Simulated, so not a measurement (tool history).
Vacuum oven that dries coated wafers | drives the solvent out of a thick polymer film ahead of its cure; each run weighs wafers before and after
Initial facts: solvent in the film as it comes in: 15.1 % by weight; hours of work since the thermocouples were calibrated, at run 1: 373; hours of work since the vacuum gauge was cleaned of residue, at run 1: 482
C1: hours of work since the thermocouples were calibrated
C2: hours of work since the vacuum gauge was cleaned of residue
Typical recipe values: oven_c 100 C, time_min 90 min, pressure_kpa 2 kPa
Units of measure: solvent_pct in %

run 1 hour=0 | oven_c=100 time_min=90 pressure_kpa=2 | C1=373 C2=482 | solvent_pct=4.06
run 2 hour=10.3 | oven_c=100 time_min=90 pressure_kpa=2 | C1=379 C2=487 | solvent_pct=4.11
run 3 hour=25.7 | oven_c=112 time_min=90 pressure_kpa=2 | C1=387 C2=495 | solvent_pct=2.13
run 4 hour=40.9 | oven_c=100 time_min=90 pressure_kpa=2 | C1=395 C2=503 | solvent_pct=4.01
run 5 hour=55.1 | oven_c=100 time_min=90 pressure_kpa=2 | C1=402 C2=511 | solvent_pct=4.17
run 6 hour=63 | oven_c=100 time_min=90 pressure_kpa=2 | C1=406 C2=515 | solvent_pct=4.11
run 7 hour=77.6 | oven_c=100 time_min=90 pressure_kpa=2 | C1=414 C2=522 | solvent_pct=4.06
run 8 hour=86.4 | oven_c=85 time_min=90 pressure_kpa=2 | C1=419 C2=527 | solvent_pct=8.21
run 9 hour=103.2 | oven_c=108 time_min=69 pressure_kpa=6.6 | C1=428 C2=536 | solvent_pct=7.71

Run 10 comes next. What will it give?
run 10 hour=118.5 | oven_c=108 time_min=69 pressure_kpa=6.6 | C1=436 C2=544 | solvent_pct=?

Run 10 gave solvent_pct 7.59 %.
On a tool with no hidden condition, and with the same random variation, this run would have come out at solvent_pct 7.75 %.
